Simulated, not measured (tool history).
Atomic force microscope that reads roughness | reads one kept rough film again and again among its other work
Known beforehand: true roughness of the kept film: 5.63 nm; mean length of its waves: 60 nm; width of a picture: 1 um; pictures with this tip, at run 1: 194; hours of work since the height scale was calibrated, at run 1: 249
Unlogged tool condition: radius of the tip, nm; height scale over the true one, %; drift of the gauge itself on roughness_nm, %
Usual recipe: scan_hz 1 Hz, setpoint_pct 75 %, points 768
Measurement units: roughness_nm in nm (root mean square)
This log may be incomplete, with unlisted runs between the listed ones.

run	hour	scan_hz	setpoint_pct	points	pictures with this tip	hours of work since the height scale was calibrated	roughness_nm
1	0	1	75	768	194	249	4.884
# hour 16.2: new tip fitted
2	17.7	1	75	768	2	261	4.879
3	34.5	1	75	768	27	273	4.867
4	49.5	1	75	768	49	283	4.897
5	63.3	1	75	768	69	293	4.886
6	74.3	1	75	768	85	301	4.877
7	82	1	79	768	96	306	4.772
8	99.2	1	79	768	122	318	4.762
9	109.9	0.96	79	768	137	325	4.827
10	123.2	1	75	753	157	335	4.869
11	140.7	1	75	753	182	347	4.871
12	154.6	1	75	753	203	357	4.872
# hour 165.3: new tip fitted
13	169.3	1	75	753	5	366	4.906
14	177.9	1	75	753	18	372	4.871
15	192.9	1	75	753	40	383	4.869
16	206	0.63	66	768	59	392	5.124
17	220.2	0.63	66	768	80	402	5.107
18	238.3	0.64	75	894	106	414	5.018

Run 19 is up next; what results do you expect?
19	249.5	2.67	75	670	123	422	?

{"run 19": {"roughness_nm": 4.264}}
If the tool had no hidden condition, the same run with the same run-to-run variation would have returned roughness_nm 4.272 nm (root mean square).
